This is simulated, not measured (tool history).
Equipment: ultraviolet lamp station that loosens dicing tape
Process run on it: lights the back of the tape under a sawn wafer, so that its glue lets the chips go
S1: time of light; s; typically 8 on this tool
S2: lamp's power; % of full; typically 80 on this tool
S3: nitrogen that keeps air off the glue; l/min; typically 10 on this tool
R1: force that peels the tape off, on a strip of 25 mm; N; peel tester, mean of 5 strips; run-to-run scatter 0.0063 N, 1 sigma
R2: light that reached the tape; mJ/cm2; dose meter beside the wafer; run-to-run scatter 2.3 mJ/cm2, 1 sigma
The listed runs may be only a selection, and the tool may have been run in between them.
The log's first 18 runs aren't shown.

| run | hour | S1 | S2 | S3 | R1 | R2 |
|---|---|---|---|---|---|---|
| 19 | 194.4 | 8 | 80 | 10 | 0.213 | 206 |
| 20 | 205.9 | 8 | 80 | 10 | 0.225 | 202 |
| 21 | 212.3 | 8 | 80 | 10 | 0.219 | 204 |
| 22 | 225.2 | 8 | 80 | 10 | 0.232 | 202 |
| 23 | 238.3 | 15 | 80 | 10 | 0.110 | 378 |
| 24 | 249.2 | 15 | 80 | 10 | 0.131 | 373 |
| 25 | 260.8 | 9 | 80 | 10 | 0.194 | 227 |
| 26 | 267.1 | 12 | 80 | 10 | 0.143 | 300 |
| 27 | 276.4 | 12 | 80 | 4 | 0.199 | 302 |
| 28 | 287.9 | 4 | 80 | 6 | 0.940 | 97 |
| 29 | 299.8 | 8 | 93 | 10 | 0.172 | 228 |
| 30 | 313.6 | 8 | 89 | 9 | 0.204 | 222 |
| 31 | 321.4 | 11 | 83 | 9 | 0.152 | 281 |
| 32 | 330.3 | 8 | 80 | 4 | 0.404 | 198 |
| 33 | 338.6 | 10 | 80 | 4 | 0.272 | 241 |
| 34 | 345.9 | 9 | 80 | 9 | 0.206 | 217 |
| 35 | 360.1 | 8 | 67 | 10 | 0.328 | 162 |
| 36 | 367.1 | 8 | 67 | 10 | 0.350 | 167 |
| 37 | 378.9 | 7 | 84 | 10 | 0.284 | 179 |
| 38 | 387.5 | 8 | 95 | 9 | 0.192 | 227 |
| 39 | 395.8 | 7 | 61 | 10 | 0.502 | 131 |
| 40 | 407.7 | 11 | 61 | 10 | 0.226 | 201 |
| 41 | 416.7 | 11 | 61 | 10 | 0.227 | 199 |
| 42 | 428.3 | 7 | 67 | 10 | 0.451 | 139 |
| 43 | 434.4 | 15 | 80 | 8 | 0.128 | 357 |

Here are 3 independent what-if runs from the current tool condition. What would each one return?
| A | 448.0 | 7 | 76 | 5 | ? | ? |
| B | 448.0 | 8 | 64 | 10 | ? | ? |
| C | 448.0 | 15 | 80 | 10 | ? | ? |

| run | R1 | R2 |
|---|---|---|
| A | 0.525 | 156 |
| B | 0.382 | 149 |
| C | 0.121 | 352 |
With the hidden condition removed and each run's random variation left untouched, the same runs would have given:
| run | R1 | R2 |
|---|---|---|
| A | 0.383 | 187 |
| B | 0.278 | 179 |
| C | 0.116 | 421 |
